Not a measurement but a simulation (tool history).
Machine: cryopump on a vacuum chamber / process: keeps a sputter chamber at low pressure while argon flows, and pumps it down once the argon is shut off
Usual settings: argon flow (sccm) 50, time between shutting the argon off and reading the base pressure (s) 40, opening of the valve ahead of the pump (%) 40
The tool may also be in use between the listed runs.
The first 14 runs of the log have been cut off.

run	hour	argon flow (sccm)	time between shutting the argon off and reading the base pressure (s)	opening of the valve ahead of the pump (%)	pressure while argon flows (Pa)	pressure after the wait (uPa)
15	278	50	32	40	0.1466	3.87
16	307.4	56	40	40	0.1661	3.43
17	336.1	56	40	43	0.1543	3.49
18	365	73	40	40	0.2169	3.55
19	390.3	73	40	40	0.2159	3.52
20	413.1	64	191	54	0.1433	2.21
21	431	26	89	26	0.117	2.69
22	449.5	78	114	26	0.3524	2.54
23	471.9	70	26	36	0.2315	4.47
24	484.1	23	241	26	0.1034	2.29
25	503	74	67	56	0.1649	2.96
26	515.8	21	40	40	0.0639	3.65
27	533.7	29	205	39	0.0906	2.35
28	552.5	27	295	29	0.1108	2.23
29	571.9	27	295	29	0.1108	2.28
30	599.7	27	295	29	0.1119	2.35
31	613	50	32	54	0.117	4.29
32	641.2	39	207	54	0.0914	2.45
33	666.4	69	81	27	0.3053	3.06

Run 34 has not been measured yet. What should we expect?
34	683	29	206	27	?	?

pressure while argon flows (Pa): 0.1286
pressure after the wait (uPa): 2.55
Were there no unlogged condition in the tool, this run, its random variation unchanged, would have produced pressure while argon flows (Pa) 0.1207, pressure after the wait (uPa) 0.53.
